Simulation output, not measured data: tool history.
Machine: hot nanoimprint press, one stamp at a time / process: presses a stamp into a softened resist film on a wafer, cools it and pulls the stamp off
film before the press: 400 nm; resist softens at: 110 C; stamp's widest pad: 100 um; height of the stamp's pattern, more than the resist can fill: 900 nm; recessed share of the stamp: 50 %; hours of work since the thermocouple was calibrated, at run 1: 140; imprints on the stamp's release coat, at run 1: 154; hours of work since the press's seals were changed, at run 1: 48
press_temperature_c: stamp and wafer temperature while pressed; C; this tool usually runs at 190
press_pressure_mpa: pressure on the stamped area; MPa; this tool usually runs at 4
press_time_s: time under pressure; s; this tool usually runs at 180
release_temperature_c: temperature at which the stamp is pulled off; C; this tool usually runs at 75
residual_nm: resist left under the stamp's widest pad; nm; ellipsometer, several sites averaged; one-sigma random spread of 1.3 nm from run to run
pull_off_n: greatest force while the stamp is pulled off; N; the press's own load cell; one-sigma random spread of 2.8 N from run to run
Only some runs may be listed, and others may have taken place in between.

run   hour  press_temperature_c  press_pressure_mpa  press_time_s  release_temperature_c  hours of work since the thermocouple was calibrated  imprints on the stamp's release coat  hours of work since the press's seals were changed  residual_nm  pull_off_n
  1      0                  190                   4           180                     75                                                  140                                   154                                                  48        205.1         137
  2    8.5                  190                   4           180                     75                                                  146                                   181                                                  53        204.6         144
  3   18.3                  190                   4           180                     75                                                  152                                   213                                                  59          205         144
  4   30.5                  190                   4           180                     75                                                  159                                   252                                                  67        205.8         144
  5   40.8                  190                   4           180                     75                                                  166                                   285                                                  73        202.8         142
  6   50.8                  190                   4           180                     75                                                  172                                   317                                                  79        205.4         140
  7     65                  190                   4           180                     75                                                  181                                   362                                                  88          206         147
  8   81.8                  190                2.41           180                     75                                                  191                                   416                                                  99        245.1         151
  9   92.2                  190                2.41           180                     75                                                  198                                   449                                                 105        243.2         156
 10  108.7                  190                2.41           180                     75                                                  208                                   502                                                 115        247.9         151
 11  121.9                  190                2.41           180                     75                                                  216                                   544                                                 123        247.6         151
 12  130.2                  190                2.41           180                     75                                                  221                                   571                                                 129        245.3         150
 13    142                  190                2.41           180                     75                                                  229                                   609                                                 136        247.3         152
 14  159.1                  190                2.41           180                     75                                                  239                                   663                                                 146        245.3         157
 15  172.3                  187                2.41           180                     75                                                  247                                   706                                                 155        271.5         157
 16  188.6                  185                2.99           358                     79                                                  257                                   758                                                 165        217.9         152
 17  199.1                  185                2.99           358                     79                                                  264                                   791                                                 171        218.5         151
 18    216                  195                2.97           173                     60                                                  274                                   846                                                 182        197.2         191
 19  230.1                  179                   4           231                     69                                                  283                                   891                                                 191        276.7         179
 20    241                  194                   4           180                     76                                                  290                                   925                                                 197        180.6         170
 21  253.4                  194                   4           180                     76                                                  298                                   965                                                 205        178.9         164
 22  269.7                  194                   4           180                     76                                                  308                                  1018                                                 215        179.2         175
 23  285.5                  193                   4           141                     75                                                  318                                  1068                                                 225        204.9         172
 24  299.8                  193                   4           234                     75                                                  326                                  1114                                                 234        169.1         174
 25  312.6                  190                   4           193                     75                                                  334                                  1155                                                 242        203.5         186
 26  320.5                  190                5.09           180                     75                                                  339                                  1180                                                 247        189.5         180
 27    335                  184                   4           204                     61                                                  348                                  1227                                                 256          247         202
 28  342.9                  202                 5.5           298                     68                                                  353                                  1252                                                 260         93.6         194
     347.2  -- plate thermocouple calibrated
 29  356.1                  192                4.87           351                     75                                                    6                                  1284                                                 267        130.6         177

Pick out some run-to-run changes in residual_nm. Of each, how much would a tool without hidden state show as well, from the settings, what came in and chance, and how much is left for the hidden state and any gauge scatter not in both results compared?
What the log doesn't record here: true temperature over the reading, C; pressure that arrives at the usual setting, %; grip of the stamp's worn release coat, % over a new coat's; drift of the gauge itself on residual_nm, %; drift of the gauge itself on pull_off_n, %.
Run 19 -> 20: press_temperature_c 179 -> 194, press_time_s 231 -> 180, release_temperature_c 69 -> 76. residual_nm -96.1 nm: hidden state -1.9, all else -94.2.
Run 27 -> 28: press_temperature_c 184 -> 202, press_pressure_mpa 4 -> 5.5, press_time_s 204 -> 298, release_temperature_c 61 -> 68. residual_nm -153.4 nm: hidden state -6.1, all else -147.3.
Run 28 -> 29: press_temperature_c 202 -> 192, press_pressure_mpa 5.5 -> 4.87, press_time_s 298 -> 351, release_temperature_c 68 -> 75, plate thermocouple calibrated. residual_nm +37 nm: hidden state -3.9, all else +40.9.
